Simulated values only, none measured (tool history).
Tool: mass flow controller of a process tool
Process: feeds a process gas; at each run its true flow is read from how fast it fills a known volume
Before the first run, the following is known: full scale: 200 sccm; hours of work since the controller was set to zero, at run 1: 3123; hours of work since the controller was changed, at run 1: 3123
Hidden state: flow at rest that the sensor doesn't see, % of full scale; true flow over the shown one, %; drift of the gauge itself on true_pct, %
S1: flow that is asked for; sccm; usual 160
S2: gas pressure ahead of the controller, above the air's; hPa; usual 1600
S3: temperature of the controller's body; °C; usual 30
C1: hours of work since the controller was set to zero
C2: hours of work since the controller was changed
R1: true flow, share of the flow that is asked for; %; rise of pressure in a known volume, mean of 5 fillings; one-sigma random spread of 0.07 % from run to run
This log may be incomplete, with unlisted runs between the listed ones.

run    hour   S1    S2  S3    C1    C2      R1
  1     0.0  160  1600  30  3123  3123   97.81
  2   178.3  160  1600  30  3256  3256   97.84
  3   324.9  160  1600  30  3366  3366   97.67
  4   510.5  160  1600  30  3505  3505   97.67
  5   627.6  160  1660  30  3592  3592   97.69
  6   721.3  110  1660  30  3663  3663   97.52
  7   806.6  110  1660  30  3726  3726   97.27
  8   886.7  110  2530  30  3786  3786   97.80
  9  1048.1  160  1600  37  3907  3907   96.73
 10  1131.5  146  1440  36  3969  3969   96.60
 11  1322.0  146  1440  36  4112  4112   96.66
 12  1403.4   29  1790  27  4173  4173  100.49
 13  1492.3   40  2490  28  4239  4239   99.50
     1529.4  -- controller's zero set anew
 14  1659.3   40  2490  28    97  4364   95.79

Predict the results of run 15:
 15  1823.5  177  2490  23  220  4487   ?

{"run 15": {"R1": 97.98}}
Minus the tool's unlogged condition, the same run would have read R1 100.09 %.
